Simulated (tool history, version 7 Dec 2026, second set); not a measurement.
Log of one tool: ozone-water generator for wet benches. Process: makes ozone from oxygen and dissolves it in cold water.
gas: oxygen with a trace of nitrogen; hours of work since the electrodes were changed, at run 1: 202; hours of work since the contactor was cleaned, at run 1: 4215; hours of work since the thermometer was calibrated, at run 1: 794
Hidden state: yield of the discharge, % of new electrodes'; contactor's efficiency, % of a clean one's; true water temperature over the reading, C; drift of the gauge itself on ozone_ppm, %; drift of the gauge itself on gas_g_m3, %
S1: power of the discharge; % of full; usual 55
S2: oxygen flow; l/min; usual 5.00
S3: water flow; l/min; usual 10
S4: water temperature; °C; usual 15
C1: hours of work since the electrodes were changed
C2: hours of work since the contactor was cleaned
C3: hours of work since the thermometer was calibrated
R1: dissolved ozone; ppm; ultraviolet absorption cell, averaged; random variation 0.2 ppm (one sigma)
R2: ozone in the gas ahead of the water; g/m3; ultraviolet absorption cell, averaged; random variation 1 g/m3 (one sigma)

run    hour  S1    S2  S3  S4   C1    C2    C3    R1     R2
  1     0.0  55  5.00  10  15  202  4215   794  27.5  179.7
  2    35.9  55  5.00  10  15  224  4237   816  27.1  182.5
  3   102.3  55  2.57  10  15  265  4278   857  27.1  252.3
  4   174.2  55  5.00  10  15  309  4322   901  27.4  181.0
  5   211.5  55  5.14  10  15  332  4345   924  27.3  177.8
  6   272.3  55  5.00  10  15  369  4382   961  27.2  181.4
  7   335.8  55  5.00  10  15  408  4421  1000  27.4  182.5
  8   385.9  55  5.00   7  15  438  4451  1031  34.1  182.1
  9   450.4  55  5.00   7  15  478  4491  1070  34.3  181.0
 10   493.5  55  5.00   7  15  504  4517  1096  34.1  180.9
 11   546.1  55  5.00   7  15  537  4549  1129  34.2  180.7
 12   601.9  55  5.00   7  15  571  4584  1163  33.4  180.1
 13   643.8  55  5.00   7  15  596  4609  1189  34.2  180.0
 14   700.3  55  8.46   7  15  631  4644  1223  30.1  139.6
 15   772.4  55  8.46   7  15  675  4688  1267  30.7  139.7
 16   820.5  66  5.00  10  15  705  4718  1297  30.9  207.1
 17   863.7  66  5.00  10  15  731  4744  1323  31.0  206.6
 18   907.8  59  3.14  10  15  758  4771  1350  28.2  238.0
 19   977.8  61  5.00  10  15  801  4814  1393  29.0  195.5
 20  1026.0  61  5.00  10  15  831  4843  1423  28.9  195.6
 21  1062.6  61  5.00  10  15  853  4866  1445  29.3  194.1
 22  1106.7  61  5.00  10  15  880  4893  1472  28.7  193.7
 23  1145.8  55  2.64  14  15  904  4917  1496  19.4  248.5
 24  1192.5  55  2.64  14  15  933  4945  1525  19.5  245.8

Run 25 comes next. What will it give?
 25  1272.3  55  4.81  12  15  981  4994  1574   ?   ?

Run 25 gave R1 23.4 ppm, R2 183.0 g/m3.
Without the tool's hidden state the same run would have given R1 25.4 ppm, R2 185.8 g/m3.
